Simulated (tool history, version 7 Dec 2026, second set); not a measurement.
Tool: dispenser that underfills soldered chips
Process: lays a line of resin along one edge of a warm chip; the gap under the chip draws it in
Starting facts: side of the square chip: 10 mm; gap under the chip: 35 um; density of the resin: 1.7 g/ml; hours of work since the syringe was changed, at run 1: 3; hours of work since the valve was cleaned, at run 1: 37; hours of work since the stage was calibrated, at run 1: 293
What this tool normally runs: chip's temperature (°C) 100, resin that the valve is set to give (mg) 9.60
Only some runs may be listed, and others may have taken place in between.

run	hour	chip's temperature (°C)	resin that the valve is set to give (mg)	hours of work since the syringe was changed	hours of work since the valve was cleaned	hours of work since the stage was calibrated	time until the resin shows at the far edge (s)	resin that the valve gave (mg)
1	0.0	100	9.60	3	37	293	107.5	9.28
# hour 6.2: new syringe of resin
2	6.2	100	9.60	0	42	298	98.7	9.24
# hour 15.9: new syringe of resin
3	16.5	100	9.60	0	49	305	101.7	9.18
4	24.4	100	10.30	7	56	312	122.1	9.82
# hour 25.7: new syringe of resin
5	33.0	100	10.30	6	62	318	115.4	9.70
# hour 35.6: new syringe of resin
6	42.5	100	10.30	5	69	325	117.9	9.69
# hour 45.5: new syringe of resin
7	52.6	100	10.30	6	77	333	116.7	9.63
# hour 55.6: new syringe of resin
8	57.0	98	9.60	1	80	336	109.8	9.03
# hour 65.3: new syringe of resin
9	65.7	98	9.60	0	86	342	105.1	9.08
10	72.0	93	9.60	5	91	347	146.2	8.88
# hour 75.4: new syringe of resin
11	80.4	100	12.28	4	98	354	112.6	11.34
# hour 85.2: new syringe of resin
12	89.9	100	9.60	4	105	361	111.0	9.05
# hour 95.3: new syringe of resin
13	96.4	100	11.55	1	110	366	98.2	10.58
# hour 105.0: new syringe of resin
14	105.0	98	10.71	0	116	372	99.6	9.84
15	114.3	99	9.11	7	123	379	129.3	8.38
# hour 115.3: new syringe of resin
16	123.6	95	11.35	6	130	386	142.1	10.31
# hour 125.2: new syringe of resin
# hour 126.9: dispensing valve cleaned and set on the balance
17	129.4	110	10.47	2	2	390	80.4	10.45
# hour 135.8: new syringe of resin
18	139.0	113	8.74	2	9	397	75.4	8.73
19	144.4	96	11.48	7	13	401	138.8	11.25
# hour 145.6: new syringe of resin
20	154.1	96	11.48	7	21	408	134.1	11.34
# hour 155.3: new syringe of resin
21	160.6	96	11.48	4	25	413	122.8	11.34
# hour 165.7: new syringe of resin
22	170.6	106	10.83	4	33	421	91.7	10.58
# hour 175.6: new syringe of resin
23	180.4	106	10.83	4	40	428	92.3	10.46
# hour 185.5: new syringe of resin
24	188.6	93	12.27	2	47	434	128.0	11.88
25	193.5	100	11.35	6	50	438	118.2	10.82

Across each entry between runs, compare the hidden state at the last listed run before it with the hidden state at the first listed run after it:
Between runs 1 and 2: new syringe of resin (hour 6.2)
  resin's viscosity, % of fresh resin's: 110 -> 100.7; dose that the valve gives, % of what is set: 96.99 -> 96.64; true chip temperature over the reading, C: 1.16 -> 1.18
  the result without the hidden state subtracted from the measured one, time until the resin shows at the far edge (s): +6.9 -> -2.2; resin that the valve gave (mg): -0.29 -> -0.32
Between runs 2 and 3: new syringe of resin (hour 15.9)
  resin's viscosity, % of fresh resin's: 100.7 -> 102.5; dose that the valve gives, % of what is set: 96.64 -> 96.04; true chip temperature over the reading, C: 1.18 -> 1.21
  the result without the hidden state subtracted from the measured one, time until the resin shows at the far edge (s): -2.2 -> -0.5; resin that the valve gave (mg): -0.32 -> -0.38
Between runs 4 and 5: new syringe of resin (hour 25.7)
  resin's viscosity, % of fresh resin's: 127.2 -> 121.2; dose that the valve gives, % of what is set: 95.61 -> 95.15; true chip temperature over the reading, C: 1.23 -> 1.26
  the result without the hidden state subtracted from the measured one, time until the resin shows at the far edge (s): +23.1 -> +17.2; resin that the valve gave (mg): -0.45 -> -0.50
Between runs 5 and 6: new syringe of resin (hour 35.6)
  resin's viscosity, % of fresh resin's: 121.2 -> 121.8; dose that the valve gives, % of what is set: 95.15 -> 94.65; true chip temperature over the reading, C: 1.26 -> 1.29
  the result without the hidden state subtracted from the measured one, time until the resin shows at the far edge (s): +17.2 -> +18.0; resin that the valve gave (mg): -0.50 -> -0.55
Between runs 6 and 7: new syringe of resin (hour 45.5)
  resin's viscosity, % of fresh resin's: 121.8 -> 121.5; dose that the valve gives, % of what is set: 94.65 -> 94.08; true chip temperature over the reading, C: 1.29 -> 1.32
  the result without the hidden state subtracted from the measured one, time until the resin shows at the far edge (s): +18.0 -> +17.5; resin that the valve gave (mg): -0.55 -> -0.60
Between runs 7 and 8: new syringe of resin (hour 55.6)
  resin's viscosity, % of fresh resin's: 121.5 -> 106.2; dose that the valve gives, % of what is set: 94.08 -> 93.85; true chip temperature over the reading, C: 1.32 -> 1.33
  the result without the hidden state subtracted from the measured one, time until the resin shows at the far edge (s): +17.5 -> +3.2; resin that the valve gave (mg): -0.60 -> -0.60
Between runs 8 and 9: new syringe of resin (hour 65.3)
  resin's viscosity, % of fresh resin's: 106.2 -> 101; dose that the valve gives, % of what is set: 93.85 -> 93.39; true chip temperature over the reading, C: 1.33 -> 1.36
  the result without the hidden state subtracted from the measured one, time until the resin shows at the far edge (s): +3.2 -> -2.1; resin that the valve gave (mg): -0.60 -> -0.64
Between runs 10 and 11: new syringe of resin (hour 75.4)
  resin's viscosity, % of fresh resin's: 120.2 -> 117.3; dose that the valve gives, % of what is set: 93.06 -> 92.57; true chip temperature over the reading, C: 1.38 -> 1.41
  the result without the hidden state subtracted from the measured one, time until the resin shows at the far edge (s): +20.7 -> +12.9; resin that the valve gave (mg): -0.66 -> -0.91
Between runs 11 and 12: new syringe of resin (hour 85.2)
  resin's viscosity, % of fresh resin's: 117.3 -> 113.7; dose that the valve gives, % of what is set: 92.57 -> 92.04; true chip temperature over the reading, C: 1.41 -> 1.44
  the result without the hidden state subtracted from the measured one, time until the resin shows at the far edge (s): +12.9 -> +10.4; resin that the valve gave (mg): -0.91 -> -0.77
Between runs 12 and 13: new syringe of resin (hour 95.3)
  resin's viscosity, % of fresh resin's: 113.7 -> 102.6; dose that the valve gives, % of what is set: 92.04 -> 91.7; true chip temperature over the reading, C: 1.44 -> 1.45
  the result without the hidden state subtracted from the measured one, time until the resin shows at the far edge (s): +10.4 -> -1.2; resin that the valve gave (mg): -0.77 -> -0.95
Between runs 13 and 14: new syringe of resin (hour 105.0)
  resin's viscosity, % of fresh resin's: 102.6 -> 98.9; dose that the valve gives, % of what is set: 91.7 -> 91.21; true chip temperature over the reading, C: 1.45 -> 1.48
  the result without the hidden state subtracted from the measured one, time until the resin shows at the far edge (s): -1.2 -> -4.8; resin that the valve gave (mg): -0.95 -> -0.94
Between runs 15 and 16: new syringe of resin (hour 115.3)
  resin's viscosity, % of fresh resin's: 127.6 -> 127.2; dose that the valve gives, % of what is set: 90.65 -> 90.12; true chip temperature over the reading, C: 1.51 -> 1.54
  the result without the hidden state subtracted from the measured one, time until the resin shows at the far edge (s): +25.3 -> +25.8; resin that the valve gave (mg): -0.86 -> -1.12
Between runs 16 and 17: new syringe of resin (hour 125.2); dispensing valve cleaned and set on the balance (hour 126.9)
  resin's viscosity, % of fresh resin's: 127.2 -> 110.5; dose that the valve gives, % of what is set: 90.12 -> 99.81; true chip temperature over the reading, C: 1.54 -> 1.56
  the result without the hidden state subtracted from the measured one, time until the resin shows at the far edge (s): +25.8 -> +4.6; resin that the valve gave (mg): -1.12 -> -0.02
Between runs 17 and 18: new syringe of resin (hour 135.8)
  resin's viscosity, % of fresh resin's: 110.5 -> 110.2; dose that the valve gives, % of what is set: 99.81 -> 99.29; true chip temperature over the reading, C: 1.56 -> 1.59
  the result without the hidden state subtracted from the measured one, time until the resin shows at the far edge (s): +4.6 -> +4.1; resin that the valve gave (mg): -0.02 -> -0.06
Between runs 19 and 20: new syringe of resin (hour 145.6)
  resin's viscosity, % of fresh resin's: 127.9 -> 126.1; dose that the valve gives, % of what is set: 98.99 -> 98.47; true chip temperature over the reading, C: 1.61 -> 1.64
  the result without the hidden state subtracted from the measured one, time until the resin shows at the far edge (s): +25.2 -> +22.6; resin that the valve gave (mg): -0.12 -> -0.18
Between runs 20 and 21: new syringe of resin (hour 155.3)
  resin's viscosity, % of fresh resin's: 126.1 -> 115; dose that the valve gives, % of what is set: 98.47 -> 98.12; true chip temperature over the reading, C: 1.64 -> 1.66
  the result without the hidden state subtracted from the measured one, time until the resin shows at the far edge (s): +22.6 -> +10.8; resin that the valve gave (mg): -0.18 -> -0.22
Between runs 21 and 22: new syringe of resin (hour 165.7)
  resin's viscosity, % of fresh resin's: 115 -> 114.1; dose that the valve gives, % of what is set: 98.12 -> 97.6; true chip temperature over the reading, C: 1.66 -> 1.69
  the result without the hidden state subtracted from the measured one, time until the resin shows at the far edge (s): +10.8 -> +7.6; resin that the valve gave (mg): -0.22 -> -0.26
Between runs 22 and 23: new syringe of resin (hour 175.6)
  resin's viscosity, % of fresh resin's: 114.1 -> 113.9; dose that the valve gives, % of what is set: 97.6 -> 97.04; true chip temperature over the reading, C: 1.69 -> 1.72
  the result without the hidden state subtracted from the measured one, time until the resin shows at the far edge (s): +7.6 -> +7.4; resin that the valve gave (mg): -0.26 -> -0.32
Between runs 23 and 24: new syringe of resin (hour 185.5)
  resin's viscosity, % of fresh resin's: 113.9 -> 108.3; dose that the valve gives, % of what is set: 97.04 -> 96.6; true chip temperature over the reading, C: 1.72 -> 1.74
  the result without the hidden state subtracted from the measured one, time until the resin shows at the far edge (s): +7.4 -> +3.6; resin that the valve gave (mg): -0.32 -> -0.41
